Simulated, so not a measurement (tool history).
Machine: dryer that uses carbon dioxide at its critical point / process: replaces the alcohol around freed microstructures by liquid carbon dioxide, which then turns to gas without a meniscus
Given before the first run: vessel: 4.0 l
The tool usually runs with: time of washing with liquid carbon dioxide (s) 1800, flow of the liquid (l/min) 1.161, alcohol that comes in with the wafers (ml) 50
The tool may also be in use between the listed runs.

| run | hour | time of washing with liquid carbon dioxide (s) | flow of the liquid (l/min) | alcohol that comes in with the wafers (ml) | alcohol left in the vessel before it's heated (ppm by volume) |
|---|---|---|---|---|---|
| 1 | 0 | 1800 | 1.161 | 50 | 18 |
| 2 | 10.5 | 1800 | 1.9 | 50 | 15 |
| 3 | 19.9 | 1800 | 1.9 | 50 | 18 |
| 4 | 27 | 1800 | 1.9 | 50 | 10 |
| 5 | 36.9 | 1800 | 1.161 | 27 | 35 |
| 6 | 50.4 | 1800 | 1.161 | 27 | 29 |
| 7 | 63 | 1800 | 1.161 | 50 | 45 |
| 8 | 70.5 | 1800 | 1.161 | 50 | 40 |
| 9 | 82.6 | 1800 | 1.161 | 50 | 45 |
| 10 | 93 | 1800 | 1.161 | 50 | 43 |
| 11 | 104.8 | 1800 | 1.161 | 50 | 53 |
| 12 | 117.6 | 1800 | 1.161 | 50 | 56 |
| 13 | 125.2 | 1800 | 1.78 | 50 | 48 |
| 14 | 132.4 | 1800 | 1.78 | 50 | 39 |
| 15 | 145.4 | 1800 | 1.161 | 50 | 60 |
| 16 | 155.8 | 1800 | 1.161 | 50 | 64 |
| 17 | 164.5 | 1800 | 1.161 | 50 | 68 |
| 18 | 174.7 | 1800 | 1.161 | 50 | 68 |
| 19 | 188.6 | 1800 | 1.161 | 50 | 79 |
| 20 | 199.8 | 1800 | 1.161 | 50 | 72 |
| 21 | 211.2 | 1800 | 1.161 | 50 | 78 |
| 22 | 221.1 | 1800 | 1.161 | 46 | 76 |
| 23 | 235.1 | 1800 | 1.161 | 46 | 89 |
| 24 | 243.8 | 1800 | 1.161 | 46 | 85 |
| 25 | 256.4 | 1200 | 1.29 | 61 | 201 |
| 26 | 267 | 2760 | 0.87 | 33 | 75 |
| 27 | 280.5 | 1920 | 1.32 | 21 | 86 |
| 28 | 289.9 | 1680 | 0.75 | 44 | 295 |
| 29 | 295.8 | 1440 | 1.82 | 31 | 84 |
| 30 | 308 | 1440 | 1.82 | 23 | 99 |
| 31 | 321.4 | 1800 | 1.161 | 21 | 111 |
| 32 | 329.3 | 1800 | 1.75 | 82 | 87 |
| 33 | 342.6 | 1800 | 0.83 | 50 | 204 |
| 34 | 353.9 | 1080 | 1.4 | 30 | 176 |
| 35 | 366.5 | 1080 | 1.4 | 30 | 168 |
| 36 | 380.1 | 1080 | 1.4 | 30 | 176 |
| 37 | 387.2 | 1500 | 1.07 | 109 | 286 |
| 38 | 400.7 | 2160 | 1.161 | 50 | 123 |
| 39 | 407.6 | 2340 | 0.74 | 103 | 226 |
| 40 | 414.6 | 2100 | 0.94 | 29 | 116 |
| 41 | 424.4 | 1560 | 0.94 | 29 | 193 |
| 42 | 435.3 | 2460 | 0.99 | 27 | 118 |
| 43 | 445.1 | 1560 | 0.93 | 68 | 318 |
| 44 | 458.4 | 1560 | 0.93 | 68 | 318 |
| 45 | 471.7 | 2040 | 1.13 | 103 | 145 |
| 46 | 481.1 | 2040 | 1.13 | 103 | 142 |
| 47 | 492.3 | 2640 | 1.161 | 21 | 122 |

Each row is a separate what-if for the run after 47, all from the same tool condition, not one after another. Results?
| A | 499.1 | 2640 | 1.01 | 64 | ? |
| B | 499.1 | 1140 | 1.28 | 45 | ? |
| C | 499.1 | 1140 | 0.72 | 40 | ? |
| D | 499.1 | 2160 | 0.88 | 117 | ? |

| run | alcohol left in the vessel before it's heated (ppm by volume) |
|---|---|
| A | 131 |
| B | 275 |
| C | 924 |
| D | 215 |
Take away the tool's hidden state, keep each run's random variation, and the runs would have read:
| run | alcohol left in the vessel before it's heated (ppm by volume) |
|---|---|
| A | 6 |
| B | 112 |
| C | 671 |
| D | 61 |
